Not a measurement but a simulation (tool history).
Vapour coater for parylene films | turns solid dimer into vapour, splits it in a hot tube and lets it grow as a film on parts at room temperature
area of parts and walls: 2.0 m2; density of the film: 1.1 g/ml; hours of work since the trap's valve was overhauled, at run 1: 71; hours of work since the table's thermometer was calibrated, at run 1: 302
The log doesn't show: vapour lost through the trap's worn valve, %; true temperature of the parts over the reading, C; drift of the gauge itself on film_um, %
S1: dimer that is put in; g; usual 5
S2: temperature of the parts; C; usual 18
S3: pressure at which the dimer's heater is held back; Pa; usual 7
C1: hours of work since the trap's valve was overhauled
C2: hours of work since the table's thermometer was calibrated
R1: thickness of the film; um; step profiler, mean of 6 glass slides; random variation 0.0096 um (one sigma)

Run 1, hour 0: usual settings; C1 71; C2 302. Result: R1 1.057 um.
Run 2, hour 7.7: usual settings; C1 76; C2 307. Result: R1 1.031 um.
Run 3, hour 20.8: usual settings; C1 85; C2 316. Result: R1 1.057 um.
Run 4, hour 30.1: usual settings; C1 91; C2 322. Result: R1 1.045 um.
Run 5, hour 44.1: usual settings but S1 2 g; C1 100; C2 332. Result: R1 0.411 um.
Run 6, hour 52.5: usual settings but S1 4 g; C1 106; C2 337. Result: R1 0.829 um.
Run 7, hour 64.3: usual settings but S3 9.38 Pa; C1 114; C2 345. Result: R1 0.965 um.
Run 8, hour 73.3: usual settings but S3 9.71 Pa; C1 120; C2 351. Result: R1 0.956 um.
Run 9, hour 82.6: usual settings but S3 9.71 Pa; C1 126; C2 358. Result: R1 0.948 um.
Run 10, hour 89.3: usual settings but S3 9.71 Pa; C1 131; C2 362. Result: R1 0.946 um.
Run 11, hour 100.8: usual settings but S2 21 C; C1 139; C2 370. Result: R1 0.954 um.
Run 12, hour 114: usual settings but S2 11 C; C1 147; C2 379. Result: R1 1.237 um.
Run 13, hour 120.6: usual settings but S2 11 C; C1 152; C2 383. Result: R1 1.247 um.
Run 14, hour 132.9: usual settings but S2 11 C; C1 160; C2 392. Result: R1 1.244 um.
Run 15, hour 147.1: usual settings but S2 11 C; C1 170; C2 401. Result: R1 1.248 um.
Run 16, hour 160.4: usual settings but S1 7 g; C1 179; C2 410. Result: R1 1.449 um.
Run 17, hour 169.1: usual settings but S1 8 g, S2 16 C, S3 6.15 Pa; C1 185; C2 416. Result: R1 1.797 um.

The next listed run, before its measurement:
Run 18, hour 183.3: usual settings but S1 8 g, S2 16 C, S3 6.15 Pa; C1 194; C2 426. Result: R1 ?.

R1: 1.811 um
Without the tool's hidden state the same run would have given R1 1.815 um.

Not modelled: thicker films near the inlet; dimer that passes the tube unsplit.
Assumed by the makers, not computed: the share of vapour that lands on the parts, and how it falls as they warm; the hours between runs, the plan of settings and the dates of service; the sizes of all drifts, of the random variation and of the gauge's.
